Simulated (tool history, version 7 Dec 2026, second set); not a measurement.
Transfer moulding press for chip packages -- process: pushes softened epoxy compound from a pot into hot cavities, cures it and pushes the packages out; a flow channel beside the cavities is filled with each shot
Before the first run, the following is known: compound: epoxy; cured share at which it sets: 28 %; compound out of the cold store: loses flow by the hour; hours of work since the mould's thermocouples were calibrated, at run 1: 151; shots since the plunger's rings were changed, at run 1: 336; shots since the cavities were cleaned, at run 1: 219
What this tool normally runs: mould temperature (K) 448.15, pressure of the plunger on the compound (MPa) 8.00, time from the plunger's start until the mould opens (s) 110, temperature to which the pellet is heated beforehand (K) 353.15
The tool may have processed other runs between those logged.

run     day  mould temperature (K)  pressure of the plunger on the compound (MPa)  time from the plunger's start until the mould opens (s)  temperature to which the pellet is heated beforehand (K)  hours of work since the mould's thermocouples were calibrated  shots since the plunger's rings were changed  shots since the cavities were cleaned  incoming compound's hours out of the cold store  length that the compound runs in the flow channel (mm)  greatest force on the pins that push the packages out (N)
  1   0.000                 448.15                                           8.00                                                      110                                                    353.15                                                            151                                           336                                    219                                             40.6                                                     765                                                        655
  2   1.267                 448.15                                           8.00                                                      110                                                    353.15                                                            165                                           542                                    425                                             20.4                                                     909                                                        815
      1.679  -- cavities cleaned with cleaning compound and waxed
  3   2.121                 448.15                                           8.00                                                      110                                                    353.15                                                            173                                           671                                     72                                             34.2                                                     804                                                        545
  4   3.117                 448.15                                           8.00                                                      110                                                    353.15                                                            184                                           833                                    234                                             24.3                                                     858                                                        673
  5   4.000                 448.15                                           8.00                                                      110                                                    353.15                                                            193                                           976                                    377                                             42.1                                                     750                                                        681
      4.642  -- cavities cleaned with cleaning compound and waxed
  6   4.683                 451.15                                           8.00                                                      110                                                    353.15                                                            200                                          1077                                      6                                             15.1                                                     906                                                        452
  7   5.538                 448.15                                           6.58                                                      110                                                    353.15                                                            209                                          1216                                    145                                             37.0                                                     702                                                        615
  8   6.804                 448.15                                           8.00                                                      110                                                    350.15                                                            222                                          1422                                    351                                             29.0                                                     816                                                        748
      7.621  -- cavities cleaned with cleaning compound and waxed
  9   8.000                 448.15                                           8.00                                                      110                                                    353.15                                                            234                                          1606                                     61                                             16.8                                                     894                                                        555
 10   8.538                 448.15                                           8.00                                                      110                                                    353.15                                                            240                                          1693                                    148                                              9.6                                                     944                                                        670
 11   9.392                 448.15                                           8.00                                                      110                                                    353.15                                                            249                                          1832                                    287                                             21.2                                                     857                                                        719
 12  10.062                 441.15                                           8.00                                                      110                                                    353.15                                                            256                                          1942                                    397                                             11.9                                                     942                                                       1345
     10.629  -- cavities cleaned with cleaning compound and waxed
 13  10.754                 442.15                                           8.00                                                      110                                                    353.15                                                            263                                          2044                                     21                                             44.4                                                     735                                                        730
 14  11.758                 448.15                                           7.49                                                      110                                                    353.15                                                            273                                          2207                                    184                                             11.1                                                     885                                                        674
 15  12.492                 453.15                                           6.55                                                      110                                                    353.15                                                            281                                          2326                                    303                                             33.6                                                     706                                                        567

What does the tool deliver on the next run?
 16  13.471                 453.15                                           6.55                                                      110                                                    353.15                                                            291                                          2486                                    463                                             28.9                                                       ?                                                          ?

length that the compound runs in the flow channel (mm): 721
greatest force on the pins that push the packages out (N): 652
The same run, on a tool lacking any hidden state, would have yielded length that the compound runs in the flow channel (mm) 760, greatest force on the pins that push the packages out (N) 399.

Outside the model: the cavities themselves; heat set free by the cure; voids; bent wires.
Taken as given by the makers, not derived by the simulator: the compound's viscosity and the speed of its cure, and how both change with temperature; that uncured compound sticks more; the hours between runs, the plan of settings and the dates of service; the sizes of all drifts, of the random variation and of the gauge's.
